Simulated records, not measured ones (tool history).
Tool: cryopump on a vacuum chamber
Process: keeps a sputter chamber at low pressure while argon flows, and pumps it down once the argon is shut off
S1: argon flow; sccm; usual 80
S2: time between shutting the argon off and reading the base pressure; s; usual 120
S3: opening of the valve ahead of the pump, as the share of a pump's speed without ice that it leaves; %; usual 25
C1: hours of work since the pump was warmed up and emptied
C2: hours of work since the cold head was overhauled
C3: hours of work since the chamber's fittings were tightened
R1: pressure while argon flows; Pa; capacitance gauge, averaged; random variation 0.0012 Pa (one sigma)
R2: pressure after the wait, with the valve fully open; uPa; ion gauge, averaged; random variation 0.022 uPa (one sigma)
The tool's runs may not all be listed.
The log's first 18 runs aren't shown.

run	hour	S1	S2	S3	C1	C2	C3	R1	R2
19	595.5	50	120	23	163	875	195	0.1901	0.81
20	643.6	50	120	23	183	894	215	0.1898	0.81
21	691	61	120	25	202	914	234	0.2157	0.87
22	730.5	61	120	25	218	930	250	0.2151	0.87
23	750.2	61	152	17	226	938	258	0.3159	0.75
24	796	80	144	17	244	956	276	0.4136	0.79
25	821.3	80	144	17	255	967	287	0.4142	0.82
26	861.5	80	144	17	271	983	303	0.4144	0.82
27	908	80	78	40	290	1002	322	0.1826	1.22
28	955.3	89	235	40	309	1021	341	0.2037	0.71
29	983.7	142	204	40	321	1032	353	0.3253	0.73
30	1003.9	53	120	40	329	1041	361	0.1226	0.92
31	1027.1	126	150	23	338	1050	370	0.4934	0.85
32	1047.5	139	111	17	347	1058	379	0.7298	1.04
33	1095.4	56	120	25	366	1078	398	0.2029	1.02
34	1128.1	80	120	16	379	1091	411	0.4459	0.98

Forecast each of these 4 alternatives for the next run:
A	1160.7	41	120	25	393	1104	425	?	?
B	1160.7	119	31	40	393	1104	425	?	?
C	1160.7	80	43	25	393	1104	425	?	?
D	1160.7	80	34	16	393	1104	425	?	?

run	R1	R2
A	0.1487	1.08
B	0.277	2.52
C	0.2897	1.94
D	0.4466	2.29
Without the tool's hidden state the same runs would have given:
run	R1	R2
A	0.1411	0.71
B	0.2549	2.15
C	0.2748	1.57
D	0.4318	1.92

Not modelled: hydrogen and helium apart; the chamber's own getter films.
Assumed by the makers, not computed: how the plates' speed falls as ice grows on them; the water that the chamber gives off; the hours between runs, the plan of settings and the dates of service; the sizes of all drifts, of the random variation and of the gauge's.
